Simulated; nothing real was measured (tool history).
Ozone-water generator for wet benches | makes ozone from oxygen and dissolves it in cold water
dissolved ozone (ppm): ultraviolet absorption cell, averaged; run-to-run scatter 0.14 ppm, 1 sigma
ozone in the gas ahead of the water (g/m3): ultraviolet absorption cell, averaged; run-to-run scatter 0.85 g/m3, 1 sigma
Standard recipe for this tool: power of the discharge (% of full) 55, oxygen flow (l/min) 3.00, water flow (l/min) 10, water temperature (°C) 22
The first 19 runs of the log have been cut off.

run,hour,power of the discharge (% of full),oxygen flow (l/min),water flow (l/min),water temperature (°C),hours of work since the electrodes were changed,hours of work since the contactor was cleaned,hours of work since the thermometer was calibrated,dissolved ozone (ppm),ozone in the gas ahead of the water (g/m3)
20,1148.9,55,5.04,6,22,798,2827,583,17.8,100.6
21,1188.8,78,3.00,10,29,824,2853,609,17.5,172.3
22,1236.2,78,3.00,10,29,855,2884,640,17.5,171.2
23,1290.1,91,3.00,10,29,890,2919,676,19.5,190.3
24,1347.8,94,2.45,11,17,928,2957,713,22.7,217.9
25,1397.1,86,1.96,13,23,960,2989,746,17.3,235.3
26,1460.3,55,3.00,12,22,1001,3030,787,13.9,136.3
27,1531.8,72,3.00,7,28,1048,3077,834,20.3,162.6
28,1573.0,72,3.00,16,29,1075,3104,861,12.5,162.0
29,1608.9,72,3.00,11,29,1099,3127,884,15.5,161.2
30,1674.7,72,3.94,11,24,1142,3170,927,16.4,137.4
31,1709.0,72,3.94,11,24,1164,3193,949,16.0,137.6
32,1780.5,72,3.94,11,24,1211,3240,996,16.1,137.5

Here are 3 independent what-if runs from the current tool condition. What would each one return?
A,1850.1,52,3.00,10,28,1256,3285,1042,?,?
B,1850.1,47,3.94,11,16,1256,3285,1042,?,?
C,1850.1,65,4.94,10,22,1256,3285,1042,?,?

run,dissolved ozone (ppm),ozone in the gas ahead of the water (g/m3)
A,13.4,127.9
B,13.9,103.1
C,15.8,110.7
Had the tool no hidden state, the same runs would have come out as:
run,dissolved ozone (ppm),ozone in the gas ahead of the water (g/m3)
A,14.4,131.7
B,14.9,105.9
C,17.0,114.6

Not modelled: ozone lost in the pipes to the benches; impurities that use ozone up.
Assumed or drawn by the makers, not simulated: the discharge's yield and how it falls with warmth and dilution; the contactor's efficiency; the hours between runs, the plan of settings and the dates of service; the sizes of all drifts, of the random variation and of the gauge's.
